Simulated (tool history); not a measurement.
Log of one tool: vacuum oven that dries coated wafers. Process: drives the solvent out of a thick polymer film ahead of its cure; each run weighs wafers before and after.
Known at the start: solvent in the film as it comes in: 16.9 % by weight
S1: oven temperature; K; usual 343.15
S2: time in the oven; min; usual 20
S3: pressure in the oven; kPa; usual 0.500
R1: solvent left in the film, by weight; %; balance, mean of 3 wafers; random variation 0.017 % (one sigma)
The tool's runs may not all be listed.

| run | day | S1 | S2 | S3 | R1 |
|---|---|---|---|---|---|
| 1 | 0.000 | 343.15 | 20 | 0.500 | 3.24 |
| 2 | 0.792 | 343.15 | 20 | 0.500 | 3.22 |
| 3 | 1.146 | 343.15 | 20 | 1.165 | 3.39 |
| 4 | 1.708 | 343.15 | 24 | 0.500 | 2.42 |
| 5 | 2.442 | 343.15 | 24 | 0.500 | 2.46 |
| 6 | 3.200 | 343.15 | 24 | 0.500 | 2.42 |
| 7 | 3.700 | 343.15 | 24 | 0.500 | 2.43 |
| 8 | 4.354 | 343.15 | 20 | 0.500 | 3.26 |
| 9 | 4.771 | 349.15 | 20 | 0.500 | 1.85 |
| 10 | 5.350 | 349.15 | 20 | 0.500 | 1.87 |
| 11 | 6.050 | 343.15 | 12 | 0.500 | 5.70 |
| 12 | 6.438 | 343.15 | 12 | 0.500 | 5.72 |
| 13 | 7.067 | 343.15 | 12 | 0.500 | 5.71 |
| 14 | 7.538 | 343.15 | 12 | 0.500 | 5.70 |
| 15 | 8.050 | 340.15 | 20 | 0.500 | 4.04 |
| 16 | 8.625 | 340.15 | 20 | 0.500 | 4.06 |
| 17 | 8.988 | 340.15 | 20 | 0.500 | 4.04 |
| 18 | 9.367 | 343.15 | 20 | 0.500 | 3.22 |
| 19 | 10.046 | 343.15 | 20 | 0.500 | 3.24 |
| 20 | 10.546 | 347.15 | 20 | 0.500 | 2.26 |
| 21 | 11.304 | 347.15 | 20 | 0.500 | 2.23 |
| 22 | 11.917 | 343.15 | 20 | 0.500 | 3.23 |
| 23 | 12.421 | 343.15 | 20 | 0.500 | 3.22 |
| 24 | 12.979 | 343.15 | 20 | 0.500 | 3.24 |
| 25 | 13.429 | 343.15 | 20 | 0.500 | 3.24 |
| 26 | 14.012 | 331.15 | 14 | 1.478 | 8.54 |
| 27 | 14.808 | 346.15 | 20 | 0.413 | 2.45 |
| 28 | 15.492 | 352.15 | 19 | 0.500 | 1.47 |
| 29 | 16.188 | 352.15 | 19 | 0.500 | 1.48 |
|  | 16.342 | oven's thermocouples calibrated |
| 30 | 16.725 | 351.15 | 23 | 1.084 | 1.21 |
| 31 | 17.296 | 351.15 | 23 | 1.084 | 1.23 |
| 32 | 17.758 | 351.15 | 23 | 1.084 | 1.23 |
| 33 | 18.488 | 335.15 | 20 | 0.406 | 5.46 |
| 34 | 19.021 | 340.15 | 20 | 1.090 | 4.19 |
| 35 | 19.500 | 340.15 | 18 | 1.456 | 4.80 |
| 36 | 19.958 | 343.15 | 12 | 0.500 | 5.73 |
| 37 | 20.450 | 343.15 | 30 | 1.074 | 1.79 |
| 38 | 20.962 | 343.15 | 30 | 1.074 | 1.80 |
| 39 | 21.546 | 332.15 | 11 | 0.457 | 9.07 |
| 40 | 21.892 | 339.15 | 20 | 1.611 | 4.68 |
| 41 | 22.217 | 339.15 | 33 | 1.195 | 2.36 |
| 42 | 22.850 | 349.15 | 20 | 0.977 | 1.97 |
| 43 | 23.529 | 352.15 | 26 | 0.680 | 0.74 |
| 44 | 23.933 | 331.15 | 33 | 0.500 | 4.24 |
| 45 | 24.258 | 337.15 | 24 | 0.500 | 4.00 |
| 46 | 24.867 | 337.15 | 17 | 0.373 | 5.72 |
| 47 | 25.475 | 352.15 | 21 | 0.393 | 1.19 |

4 ways to go on from here, each from the tool as it stands after run 47. What would each give?
| A | 25.946 | 342.15 | 20 | 0.414 | ? |
| B | 25.946 | 352.15 | 26 | 0.393 | ? |
| C | 25.946 | 348.15 | 26 | 0.305 | ? |
| D | 25.946 | 343.15 | 20 | 1.253 | ? |

| run | R1 |
|---|---|
| A | 3.49 |
| B | 0.69 |
| C | 1.16 |
| D | 3.46 |
Without the tool's hidden state the same runs would have given:
| run | R1 |
|---|---|
| A | 3.48 |
| B | 0.68 |
| C | 1.15 |
| D | 3.46 |

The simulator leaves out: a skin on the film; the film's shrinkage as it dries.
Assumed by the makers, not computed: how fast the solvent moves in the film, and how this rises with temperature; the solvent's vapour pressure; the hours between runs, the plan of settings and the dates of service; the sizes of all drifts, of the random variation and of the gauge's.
